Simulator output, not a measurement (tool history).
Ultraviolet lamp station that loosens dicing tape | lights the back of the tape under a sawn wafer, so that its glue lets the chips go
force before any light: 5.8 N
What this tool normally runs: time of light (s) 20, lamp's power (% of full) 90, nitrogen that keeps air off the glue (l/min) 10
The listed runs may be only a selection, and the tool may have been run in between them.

| run | day | time of light (s) | lamp's power (% of full) | nitrogen that keeps air off the glue (l/min) | force that peels the tape off (N) | light that reached the tape (mJ/cm²) |
|---|---|---|---|---|---|---|
| 1 | 0.000 | 20 | 90 | 10 | 0.407 | 539 |
| 2 | 0.433 | 20 | 90 | 10 | 0.401 | 536 |
| 3 | 0.862 | 20 | 90 | 10 | 0.428 | 534 |
| 4 | 1.392 | 20 | 90 | 14 | 0.348 | 536 |
| 5 | 1.842 | 20 | 71 | 10 | 0.682 | 427 |
| 6 | 2.250 | 20 | 71 | 10 | 0.654 | 419 |
| 7 | 2.833 | 20 | 71 | 10 | 0.719 | 417 |
| 8 | 3.238 | 20 | 71 | 10 | 0.697 | 421 |
| 9 | 3.788 | 11 | 87 | 8 | 1.454 | 278 |
| 10 | 4.179 | 11 | 87 | 8 | 1.458 | 280 |
| 11 | 4.525 | 26 | 90 | 10 | 0.265 | 683 |
| 12 | 4.792 | 30 | 76 | 11 | 0.243 | 670 |
|  | 4.862 | window cleaned of glue's vapour |
| 13 | 5.300 | 30 | 81 | 6 | 0.283 | 751 |

Each row is a separate what-if for the run after 13, all from the same tool condition, not one after another. Results?
| A | 5.862 | 10 | 90 | 10 | ? | ? |
| B | 5.862 | 15 | 90 | 15 | ? | ? |
| C | 5.862 | 14 | 63 | 4 | ? | ? |
| D | 5.862 | 13 | 93 | 14 | ? | ? |
| E | 5.862 | 17 | 90 | 19 | ? | ? |

| run | force that peels the tape off (N) | light that reached the tape (mJ/cm²) |
|---|---|---|
| A | 1.398 | 280 |
| B | 0.568 | 420 |
| C | 1.987 | 272 |
| D | 0.720 | 373 |
| E | 0.398 | 473 |
Had the tool no hidden state, the same runs would have come out as:
| run | force that peels the tape off (N) | light that reached the tape (mJ/cm²) |
|---|---|---|
| A | 1.303 | 294 |
| B | 0.514 | 441 |
| C | 1.882 | 286 |
| D | 0.656 | 393 |
| E | 0.359 | 497 |

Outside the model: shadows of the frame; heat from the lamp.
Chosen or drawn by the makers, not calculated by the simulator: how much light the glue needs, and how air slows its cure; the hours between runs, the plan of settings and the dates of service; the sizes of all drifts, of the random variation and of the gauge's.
